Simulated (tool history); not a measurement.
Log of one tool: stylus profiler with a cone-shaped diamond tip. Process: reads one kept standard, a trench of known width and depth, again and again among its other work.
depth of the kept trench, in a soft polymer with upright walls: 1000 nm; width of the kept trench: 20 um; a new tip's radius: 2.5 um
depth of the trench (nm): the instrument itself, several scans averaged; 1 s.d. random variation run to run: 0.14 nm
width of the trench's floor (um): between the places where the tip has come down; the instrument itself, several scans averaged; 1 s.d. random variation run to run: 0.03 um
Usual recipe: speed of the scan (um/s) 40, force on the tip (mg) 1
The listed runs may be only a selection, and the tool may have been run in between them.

| run | hour | speed of the scan (um/s) | force on the tip (mg) | depth of the trench (nm) | width of the trench's floor (um) |
|---|---|---|---|---|---|
| 1 | 0 | 40 | 1 | 1003.59 | 15.6 |
| 2 | 17.3 | 40 | 1 | 1003.77 | 15.5 |
| 3 | 25.7 | 40 | 1 | 1003.6 | 15.54 |
| 4 | 44.1 | 40 | 1 | 1003.52 | 15.59 |
|  | 46.3 | height scale calibrated on a step standard |
| 5 | 53 | 26 | 1 | 1003.49 | 15.63 |
| 6 | 69.6 | 71 | 1 | 1003.49 | 15.35 |
| 7 | 86.8 | 14 | 1.46 | 1004.67 | 15.65 |
|  | 96.6 | height scale calibrated on a step standard, once more |
| 8 | 100.4 | 55 | 1.74 | 1006.81 | 15.56 |
| 9 | 114.1 | 122 | 2.38 | 1008.52 | 15.32 |
| 10 | 126.3 | 97 | 0.9 | 1004.47 | 15.18 |

Results for each run, recomputed without the tool's hidden state and with each run's random variation untouched:
Hidden conditions of the tool in this case: radius of the tip, um; height scale over the true one, %; drift of the gauge itself on depth_nm, %; drift of the gauge itself on floor_um, %.
| run | depth of the trench (nm) | width of the trench's floor (um) |
|---|---|---|
| 1 | 1004.52 | 15.77 |
| 2 | 1004.72 | 15.68 |
| 3 | 1004.55 | 15.72 |
| 4 | 1004.48 | 15.77 |
| 5 | 1004.65 | 15.82 |
| 6 | 1004.66 | 15.54 |
| 7 | 1005.85 | 15.84 |
| 8 | 1006.63 | 15.76 |
| 9 | 1008.35 | 15.53 |
| 10 | 1004.31 | 15.4 |
